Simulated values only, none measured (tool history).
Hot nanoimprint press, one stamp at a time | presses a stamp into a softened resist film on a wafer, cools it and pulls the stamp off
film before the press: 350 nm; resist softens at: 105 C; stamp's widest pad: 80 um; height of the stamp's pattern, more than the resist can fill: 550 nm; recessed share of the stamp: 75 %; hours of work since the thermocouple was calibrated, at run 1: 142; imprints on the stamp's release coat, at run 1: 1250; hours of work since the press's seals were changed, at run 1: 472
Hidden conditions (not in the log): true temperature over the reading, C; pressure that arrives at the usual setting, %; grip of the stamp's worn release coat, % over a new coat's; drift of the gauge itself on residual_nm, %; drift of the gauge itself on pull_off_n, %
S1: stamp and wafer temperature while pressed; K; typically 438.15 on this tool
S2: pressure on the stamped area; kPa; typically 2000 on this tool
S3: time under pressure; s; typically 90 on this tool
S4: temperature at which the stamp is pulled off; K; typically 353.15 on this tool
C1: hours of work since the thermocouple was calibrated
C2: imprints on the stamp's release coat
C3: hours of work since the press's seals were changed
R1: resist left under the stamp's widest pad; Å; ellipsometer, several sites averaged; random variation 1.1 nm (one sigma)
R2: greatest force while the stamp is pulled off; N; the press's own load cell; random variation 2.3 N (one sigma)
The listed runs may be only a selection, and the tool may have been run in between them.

run	day	S1	S2	S3	S4	C1	C2	C3	R1	R2
1	0.000	438.15	2000	90	353.15	142	1250	472	1667	122
2	1.708	438.15	2000	90	353.15	162	1347	492	1683	130
3	4.196	438.15	2000	90	353.15	191	1488	522	1682	127
4	7.004	438.15	2000	90	353.15	224	1647	555	1712	136
# day 8.867: stamp cleaned and given a new release coat
# day 10.367: plate thermocouple calibrated
5	10.367	438.15	2000	90	353.15	0	78	590	1740	106
6	13.721	438.15	2000	90	353.15	39	268	629	1736	112
7	16.112	438.15	2000	90	353.15	67	404	657	1747	111
8	17.833	438.15	2000	71	353.15	88	501	677	1888	112
9	21.217	438.15	2000	71	353.15	127	693	717	1917	120
10	23.146	438.15	2000	71	353.15	150	802	740	1904	121
11	25.075	432.15	2000	71	353.15	173	912	762	2465	125
12	27.517	438.15	2000	90	353.15	201	1050	791	1801	122
13	29.279	438.15	2000	90	353.15	222	1150	812	1782	130
# day 29.929: plate thermocouple calibrated, once more
14	31.796	438.15	2000	90	353.15	22	1286	840	1705	122
15	34.967	438.15	2000	90	353.15	59	1465	877	1685	130
16	36.921	438.15	2000	90	353.15	82	1576	900	1719	128
17	39.517	438.15	2000	90	353.15	113	1723	930	1714	129
# day 39.971: stamp cleaned and given a new release coat
18	42.450	434.15	3060	175	353.15	144	140	962	1376	107
19	45.246	449.15	1530	90	350.15	177	299	994	1197	122
20	47.358	449.15	2890	90	358.15	202	418	1019	858	100
21	49.508	440.15	2840	89	342.15	227	540	1044	1348	143
# day 52.558: plate thermocouple calibrated
22	52.871	440.15	2840	89	342.15	4	724	1082	1265	143
23	55.075	438.15	2000	90	358.15	30	849	1108	1674	102
24	57.842	438.15	2000	94	347.15	62	1005	1141	1682	134
25	60.079	438.15	2000	94	347.15	88	1132	1167	1667	135
26	63.479	438.15	2000	94	347.15	128	1325	1207	1689	137
27	66.800	438.15	2000	63	340.15	167	1513	1246	1927	168
28	69.517	438.15	1610	107	351.15	199	1667	1278	1827	143
# day 71.088: stamp cleaned and given a new release coat
29	72.942	438.15	1610	107	351.15	236	105	1315	1802	113
# day 75.225: plate thermocouple calibrated
30	75.358	438.15	2000	90	339.15	2	235	1342	1722	139

For each entry between runs, how does the tool's hidden state at the last listed run before it compare with that at the first listed run after it?
Run 4 -> run 5: stamp cleaned and given a new release coat (day 8.867); plate thermocouple calibrated (day 10.367)
  true temperature over the reading, C: -0.59 -> -0.86; pressure that arrives at the usual setting, %: 95.68 -> 95.39; grip of the stamp's worn release coat, % over a new coat's: 25.7 -> 1.2
  difference, measured minus the result without the unlogged condition, R1: +87 -> +113 Å; R2: +29 -> +3 N
Run 13 -> run 14: plate thermocouple calibrated, once more (day 29.929)
  true temperature over the reading, C: -1.47 -> -0.24; pressure that arrives at the usual setting, %: 93.66 -> 93.45; grip of the stamp's worn release coat, % over a new coat's: 17.8 -> 19.9
  difference, measured minus the result without the unlogged condition, R1: +179 -> +79 Å; R2: +23 -> +21 N
Run 17 -> run 18: stamp cleaned and given a new release coat (day 39.971)
  true temperature over the reading, C: -0.49 -> -0.57; pressure that arrives at the usual setting, %: 92.76 -> 92.53; grip of the stamp's worn release coat, % over a new coat's: 26.9 -> 2.1
  difference, measured minus the result without the unlogged condition, R1: +105 -> +132 Å; R2: +29 -> +3 N
Run 21 -> run 22: plate thermocouple calibrated (day 52.558)
  true temperature over the reading, C: -0.8 -> 0.19; pressure that arrives at the usual setting, %: 91.9 -> 91.63; grip of the stamp's worn release coat, % over a new coat's: 8.2 -> 11.1
  difference, measured minus the result without the unlogged condition, R1: +141 -> +78 Å; R2: +13 -> +14 N
Run 28 -> run 29: stamp cleaned and given a new release coat (day 71.088)
  true temperature over the reading, C: -0.33 -> -0.43; pressure that arrives at the usual setting, %: 90.08 -> 89.8; grip of the stamp's worn release coat, % over a new coat's: 26 -> 1.6
  difference, measured minus the result without the unlogged condition, R1: +104 -> +113 Å; R2: +30 -> +3 N
Run 29 -> run 30: plate thermocouple calibrated (day 75.225)
  true temperature over the reading, C: -0.43 -> -0.02; pressure that arrives at the usual setting, %: 89.8 -> 89.6; grip of the stamp's worn release coat, % over a new coat's: 1.6 -> 3.6
  difference, measured minus the result without the unlogged condition, R1: +113 -> +99 Å; R2: +3 -> +5 N

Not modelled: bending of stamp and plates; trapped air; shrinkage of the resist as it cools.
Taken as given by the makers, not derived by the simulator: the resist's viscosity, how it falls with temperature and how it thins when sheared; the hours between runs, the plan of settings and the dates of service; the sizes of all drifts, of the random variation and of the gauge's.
